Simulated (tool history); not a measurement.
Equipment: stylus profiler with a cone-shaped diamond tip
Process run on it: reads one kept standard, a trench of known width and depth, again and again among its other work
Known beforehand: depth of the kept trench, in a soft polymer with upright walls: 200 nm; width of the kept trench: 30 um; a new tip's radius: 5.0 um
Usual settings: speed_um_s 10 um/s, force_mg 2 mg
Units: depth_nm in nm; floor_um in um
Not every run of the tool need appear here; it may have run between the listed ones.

run 1 day=0 | speed_um_s=10 force_mg=2 | depth_nm=201.45 floor_um=25.52
run 2 day=3.288 | speed_um_s=10 force_mg=1.32 | depth_nm=201.04 floor_um=25.49
run 3 day=6.575 | speed_um_s=10 force_mg=1.32 | depth_nm=201.03 floor_um=25.38
run 4 day=10.471 | speed_um_s=10 force_mg=1.32 | depth_nm=201 floor_um=25.39
run 5 day=14.012 | speed_um_s=10 force_mg=1.32 | depth_nm=201.01 floor_um=25.33
run 6 day=16.204 | speed_um_s=28 force_mg=1.32 | depth_nm=200.97 floor_um=25.22
run 7 day=20.771 | speed_um_s=28 force_mg=1.32 | depth_nm=200.93 floor_um=25.19
run 8 day=25.988 | speed_um_s=28 force_mg=1.32 | depth_nm=200.92 floor_um=25.19
run 9 day=30.05 | speed_um_s=10 force_mg=2 | depth_nm=201.34 floor_um=25.27
-- day=35.346 height scale calibrated on a step standard
run 10 day=35.454 | speed_um_s=27 force_mg=2 | depth_nm=201.7 floor_um=25.13
-- day=36.696 new tip fitted, height scale calibrated
run 11 day=37.9 | speed_um_s=27 force_mg=2 | depth_nm=201.74 floor_um=26.98
run 12 day=42.846 | speed_um_s=6 force_mg=2 | depth_nm=201.7 floor_um=27.08
run 13 day=45.629 | speed_um_s=6 force_mg=2 | depth_nm=201.66 floor_um=27.01
run 14 day=51.038 | speed_um_s=6 force_mg=2 | depth_nm=201.65 floor_um=26.94
run 15 day=54.196 | speed_um_s=6 force_mg=2 | depth_nm=201.63 floor_um=26.93
run 16 day=58.354 | speed_um_s=6 force_mg=2 | depth_nm=201.64 floor_um=26.82
run 17 day=62.196 | speed_um_s=10 force_mg=1.13 | depth_nm=201.07 floor_um=26.79
run 18 day=66.321 | speed_um_s=10 force_mg=1.13 | depth_nm=201.02 floor_um=26.76
run 19 day=68.846 | speed_um_s=10 force_mg=1.13 | depth_nm=201.04 floor_um=26.68
run 20 day=71.158 | speed_um_s=10 force_mg=2 | depth_nm=201.59 floor_um=26.65
run 21 day=75.742 | speed_um_s=5 force_mg=2 | depth_nm=201.52 floor_um=26.66
run 22 day=80.925 | speed_um_s=10 force_mg=2 | depth_nm=201.48 floor_um=26.57
run 23 day=83.712 | speed_um_s=10 force_mg=2 | depth_nm=201.49 floor_um=26.57
run 24 day=88.021 | speed_um_s=8 force_mg=3.97 | depth_nm=202.43 floor_um=26.54
run 25 day=91.254 | speed_um_s=3 force_mg=0.81 | depth_nm=200.69 floor_um=26.45
run 26 day=93.95 | speed_um_s=3 force_mg=0.81 | depth_nm=200.65 floor_um=26.51
run 27 day=97.046 | speed_um_s=3 force_mg=0.81 | depth_nm=200.66 floor_um=26.41
run 28 day=101.579 | speed_um_s=5 force_mg=0.81 | depth_nm=200.66 floor_um=26.35
-- day=103.662 height scale calibrated on a step standard
run 29 day=105.183 | speed_um_s=7 force_mg=3.65 | depth_nm=202.49 floor_um=26.37
run 30 day=108.046 | speed_um_s=10 force_mg=3.09 | depth_nm=202.24 floor_um=26.3
run 31 day=111.338 | speed_um_s=33 force_mg=0.95 | depth_nm=201.02 floor_um=26.07
run 32 day=115.129 | speed_um_s=10 force_mg=1.43 | depth_nm=201.27 floor_um=26.23
run 33 day=119.912 | speed_um_s=31 force_mg=1.25 | depth_nm=201.14 floor_um=26.06
run 34 day=124.117 | speed_um_s=12 force_mg=1.25 | depth_nm=201.12 floor_um=26.11
run 35 day=128.554 | speed_um_s=12 force_mg=1.25 | depth_nm=201.09 floor_um=26.02
run 36 day=131.904 | speed_um_s=31 force_mg=1.21 | depth_nm=201.05 floor_um=25.92
run 37 day=135.171 | speed_um_s=31 force_mg=1.21 | depth_nm=201.09 floor_um=25.85
run 38 day=138.004 | speed_um_s=31 force_mg=1.21 | depth_nm=201.05 floor_um=25.85
run 39 day=140.192 | speed_um_s=27 force_mg=2.4 | depth_nm=201.7 floor_um=25.9
run 40 day=145.321 | speed_um_s=12 force_mg=3.14 | depth_nm=202.09 floor_um=25.98
run 41 day=149.4 | speed_um_s=12 force_mg=3.14 | depth_nm=202.05 floor_um=25.92
run 42 day=153.496 | speed_um_s=6 force_mg=4.06 | depth_nm=202.47 floor_um=25.9
run 43 day=155.742 | speed_um_s=4 force_mg=5.66 | depth_nm=203.1 floor_um=25.9
run 44 day=159.738 | speed_um_s=3 force_mg=2.45 | depth_nm=201.64 floor_um=25.9
run 45 day=164.825 | speed_um_s=3 force_mg=2.45 | depth_nm=201.6 floor_um=25.78

Alternative continuations, all from the tool just after run 45; predict every row:
run A day=170.062 | speed_um_s=3 force_mg=5.89 | depth_nm=? floor_um=?
run B day=170.062 | speed_um_s=13 force_mg=2 | depth_nm=? floor_um=?
run C day=170.062 | speed_um_s=11 force_mg=1.15 | depth_nm=? floor_um=?
run D day=170.062 | speed_um_s=2 force_mg=2.16 | depth_nm=? floor_um=?

run=A depth_nm=203.1 floor_um=25.77
run=B depth_nm=201.37 floor_um=25.72
run=C depth_nm=200.81 floor_um=25.69
run=D depth_nm=201.44 floor_um=25.72
With no hidden state in the tool, these same runs would have given:
run=A depth_nm=203.43 floor_um=27.18
run=B depth_nm=201.7 floor_um=27.12
run=C depth_nm=201.14 floor_um=27.09
run=D depth_nm=201.77 floor_um=27.12

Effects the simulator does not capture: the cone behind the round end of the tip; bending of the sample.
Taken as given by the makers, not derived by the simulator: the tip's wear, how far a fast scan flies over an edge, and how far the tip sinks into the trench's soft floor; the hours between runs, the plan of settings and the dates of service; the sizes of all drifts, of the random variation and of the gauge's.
